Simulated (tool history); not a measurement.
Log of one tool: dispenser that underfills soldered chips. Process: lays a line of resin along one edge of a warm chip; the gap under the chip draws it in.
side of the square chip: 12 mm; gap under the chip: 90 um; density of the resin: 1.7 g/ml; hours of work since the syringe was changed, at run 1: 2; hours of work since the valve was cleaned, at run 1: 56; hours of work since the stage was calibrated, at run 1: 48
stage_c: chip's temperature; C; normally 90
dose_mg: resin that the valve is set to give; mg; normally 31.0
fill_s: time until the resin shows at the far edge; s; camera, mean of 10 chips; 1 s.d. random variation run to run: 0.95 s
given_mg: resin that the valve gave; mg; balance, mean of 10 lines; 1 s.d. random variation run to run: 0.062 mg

run,hour,stage_c,dose_mg,hours of work since the syringe was changed,hours of work since the valve was cleaned,hours of work since the stage was calibrated,fill_s,given_mg
1,0.0,90,31.0,2,56,48,103.5,30.48
2,3.6,92,31.0,4,59,50,116.0,30.39
3,8.8,92,38.8,8,63,54,145.4,37.97
# hour 12.2: new syringe of resin
4,15.6,90,31.0,3,68,59,110.6,30.27
# hour 21.5: dispensing valve cleaned and set on the balance
5,23.1,90,31.0,8,1,64,151.9,30.95
# hour 27.7: new syringe of resin
6,28.3,90,31.0,0,5,68,93.8,31.04
7,34.4,90,31.0,5,10,73,127.6,30.86
8,41.3,90,31.0,10,15,78,183.3,30.76
# hour 42.0: new syringe of resin
9,45.5,90,31.0,3,18,81,106.5,30.79
10,52.0,100,31.0,8,23,86,113.4,30.71
# hour 56.4: new syringe of resin
11,56.4,100,31.0,0,26,89,69.8,30.71
12,59.8,100,31.0,3,29,92,82.1,30.70
13,67.5,96,31.0,8,34,97,134.8,30.64
# hour 70.8: new syringe of resin
14,75.2,96,31.0,3,40,103,96.5,30.53
15,78.9,90,31.0,6,43,106,137.4,30.41
# hour 85.6: new syringe of resin
16,87.4,90,31.0,1,49,112,101.7,30.38
17,95.3,90,31.0,7,55,118,150.6,30.30
# hour 100.0: new syringe of resin
18,102.8,85,31.0,2,61,124,121.4,30.19
19,108.7,85,31.0,7,65,128,162.5,30.29
# hour 114.5: new syringe of resin
20,115.0,89,26.8,0,70,133,102.3,26.09
# hour 118.4: dispensing valve cleaned and set on the balance
21,120.4,78,39.4,4,2,136,161.7,39.37
22,128.5,78,32.5,10,8,142,252.7,32.30
# hour 130.1: new syringe of resin
23,133.2,100,38.2,2,11,146,77.9,37.87
24,139.5,100,38.2,7,16,150,108.6,37.93
25,143.6,94,35.3,10,19,154,160.5,34.92
# hour 144.6: new syringe of resin
26,149.7,76,28.4,4,23,158,187.9,28.03
27,155.6,76,28.4,8,28,163,251.3,28.09
# hour 159.1: new syringe of resin
28,162.3,93,35.9,2,33,167,96.6,35.39
29,170.0,93,35.9,8,39,173,141.5,35.22
# hour 173.6: new syringe of resin
30,174.2,80,33.7,1,42,176,126.0,33.11
31,177.9,80,33.7,3,44,179,152.8,33.09
32,185.3,93,31.7,9,50,185,152.3,30.98
# hour 188.2: new syringe of resin
33,190.5,99,32.5,2,54,189,78.6,31.82
34,197.6,99,32.5,7,59,194,114.3,31.74
35,202.1,75,29.2,11,63,197,299.1,28.40

What will run 36 give?
# hour 203.0: new syringe of resin
36,208.6,102,35.9,4,67,202,?,?

Run 36 came out at fill_s 87.2 s, given_mg 34.91 mg.
The same run, on a tool lacking any hidden state, would have yielded fill_s 64.1 s, given_mg 35.96 mg.
